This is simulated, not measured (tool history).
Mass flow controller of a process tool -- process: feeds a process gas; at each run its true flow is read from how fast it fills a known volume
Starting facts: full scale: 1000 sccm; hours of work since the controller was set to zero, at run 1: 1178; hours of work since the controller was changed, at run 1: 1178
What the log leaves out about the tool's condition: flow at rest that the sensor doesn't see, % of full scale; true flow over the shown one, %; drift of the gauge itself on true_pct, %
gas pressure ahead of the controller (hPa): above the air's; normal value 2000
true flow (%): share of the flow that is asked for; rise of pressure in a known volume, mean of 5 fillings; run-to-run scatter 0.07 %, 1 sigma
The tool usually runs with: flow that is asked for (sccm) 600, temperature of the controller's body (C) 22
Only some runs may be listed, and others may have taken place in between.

| run | hour | flow that is asked for (sccm) | gas pressure ahead of the controller (hPa) | temperature of the controller's body (C) | hours of work since the controller was set to zero | hours of work since the controller was changed | true flow (%) |
|---|---|---|---|---|---|---|---|
| 1 | 0 | 600 | 2000 | 22 | 1178 | 1178 | 99.14 |
| 2 | 93.1 | 600 | 2000 | 22 | 1209 | 1209 | 99.3 |
| 3 | 180.2 | 557 | 2000 | 22 | 1238 | 1238 | 99.21 |
| 4 | 239.1 | 819 | 2000 | 22 | 1257 | 1257 | 99.62 |
| 5 | 323.2 | 819 | 2000 | 22 | 1286 | 1286 | 99.69 |
| 6 | 408.8 | 819 | 2000 | 33 | 1314 | 1314 | 98.54 |
| 7 | 465.4 | 819 | 2000 | 33 | 1333 | 1333 | 98.55 |
| 8 | 560.5 | 819 | 1760 | 33 | 1365 | 1365 | 98.33 |
| 9 | 607.6 | 191 | 2000 | 22 | 1381 | 1381 | 99.6 |
| 10 | 650.2 | 191 | 2000 | 22 | 1395 | 1395 | 99.46 |
| 11 | 719.6 | 600 | 2660 | 22 | 1418 | 1418 | 99.62 |
| 12 | 787.3 | 142 | 2000 | 22 | 1441 | 1441 | 99.94 |
| 13 | 861.9 | 142 | 2000 | 22 | 1466 | 1466 | 100.28 |
| 14 | 920.2 | 142 | 2000 | 22 | 1485 | 1485 | 100.2 |
| 15 | 984.1 | 142 | 2000 | 22 | 1507 | 1507 | 100.28 |
| 16 | 1039.4 | 142 | 2000 | 22 | 1525 | 1525 | 100.12 |
| 17 | 1090.6 | 142 | 2000 | 22 | 1542 | 1542 | 100.09 |
| 18 | 1157.1 | 188 | 2000 | 22 | 1564 | 1564 | 99.72 |
| 19 | 1243.5 | 656 | 2000 | 22 | 1593 | 1593 | 99.29 |
| 20 | 1312.8 | 398 | 1460 | 22 | 1616 | 1616 | 98.76 |
| 21 | 1357.8 | 160 | 1490 | 28 | 1631 | 1631 | 99.09 |
| 22 | 1399.6 | 185 | 2340 | 26 | 1645 | 1645 | 99.5 |
| 23 | 1486.5 | 364 | 1530 | 29 | 1674 | 1674 | 98.21 |
| 24 | 1573.3 | 379 | 1690 | 29 | 1704 | 1704 | 98.17 |
| 25 | 1619.1 | 461 | 1690 | 30 | 1719 | 1719 | 98.03 |
| 26 | 1700.9 | 461 | 1690 | 30 | 1746 | 1746 | 98.06 |
| 27 | 1764.1 | 600 | 2000 | 33 | 1767 | 1767 | 98.04 |
| 28 | 1858.5 | 600 | 2280 | 22 | 1799 | 1799 | 99.3 |
| 29 | 1910 | 600 | 2000 | 32 | 1816 | 1816 | 98.35 |

Alternative continuations, all from the tool just after run 29; predict every row:
| A | 1988 | 527 | 2000 | 22 | 1842 | 1842 | ? |
| B | 1988 | 207 | 1430 | 23 | 1842 | 1842 | ? |
| C | 1988 | 134 | 2390 | 27 | 1842 | 1842 | ? |
| D | 1988 | 252 | 2720 | 23 | 1842 | 1842 | ? |
| E | 1988 | 600 | 2030 | 20 | 1842 | 1842 | ? |

| run | true flow (%) |
|---|---|
| A | 98.96 |
| B | 99.31 |
| C | 100.27 |
| D | 99.78 |
| E | 99.41 |
Stripped of hidden state, with their random variation kept, the same runs would have yielded:
| run | true flow (%) |
|---|---|
| A | 99.03 |
| B | 98.03 |
| C | 97.79 |
| D | 98.9 |
| E | 99.57 |

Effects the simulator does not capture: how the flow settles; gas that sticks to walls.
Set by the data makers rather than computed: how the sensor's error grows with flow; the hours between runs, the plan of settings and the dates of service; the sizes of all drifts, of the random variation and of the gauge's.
